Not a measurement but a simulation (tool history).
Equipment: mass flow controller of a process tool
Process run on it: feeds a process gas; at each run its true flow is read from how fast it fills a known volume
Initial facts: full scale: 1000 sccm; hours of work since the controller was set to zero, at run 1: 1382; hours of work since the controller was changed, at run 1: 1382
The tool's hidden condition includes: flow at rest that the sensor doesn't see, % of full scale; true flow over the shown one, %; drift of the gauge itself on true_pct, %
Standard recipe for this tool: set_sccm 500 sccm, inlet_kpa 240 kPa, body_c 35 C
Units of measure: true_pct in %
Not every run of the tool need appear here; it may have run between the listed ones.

run	hour	set_sccm	inlet_kpa	body_c	hours of work since the controller was set to zero	hours of work since the controller was changed	true_pct
1	0	500	240	35	1382	1382	100.33
2	61.8	500	240	35	1426	1426	100.28
3	181.6	500	240	37	1512	1512	100.46
4	259.9	500	240	37	1568	1568	100.55
5	332.9	500	240	28	1620	1620	99.53
6	446.6	500	240	35	1702	1702	100.35
7	520.4	500	240	35	1755	1755	100.29
8	598.8	500	240	35	1811	1811	100.36
9	701.9	500	223	35	1885	1885	100.17
10	786.2	500	240	35	1945	1945	100.29
11	866	500	240	35	2002	2002	100.24
12	983.1	500	240	35	2086	2086	100.29
13	1088.7	500	243	35	2162	2162	100.22
14	1185	500	243	35	2231	2231	100.24
15	1311.3	500	243	35	2321	2321	100.29
16	1402.3	500	243	35	2387	2387	100.33
17	1506.6	500	243	35	2461	2461	100.35
18	1639.7	500	243	35	2557	2557	100.3
19	1757.2	500	240	35	2641	2641	100.28
20	1868.6	500	240	35	2721	2721	100.26
21	1938.2	500	240	35	2771	2771	100.26
22	2065.5	500	240	35	2862	2862	100.28
23	2186.9	500	240	35	2949	2949	100.16
24	2323.2	500	240	35	3047	3047	100.2
25	2459	500	240	35	3144	3144	100.28
26	2588.6	500	240	29	3237	3237	99.63
27	2722.5	293	233	35	3333	3333	100.74
28	2845.7	293	233	35	3421	3421	100.71

Run 29, settings as shown, results not yet in. Your forecast:
29	2910.7	182	156	23	3468	3468	?

true_pct: 100.3 %
With the hidden condition absent and the run-to-run variation left alone, this run would have shown true_pct 99 %.
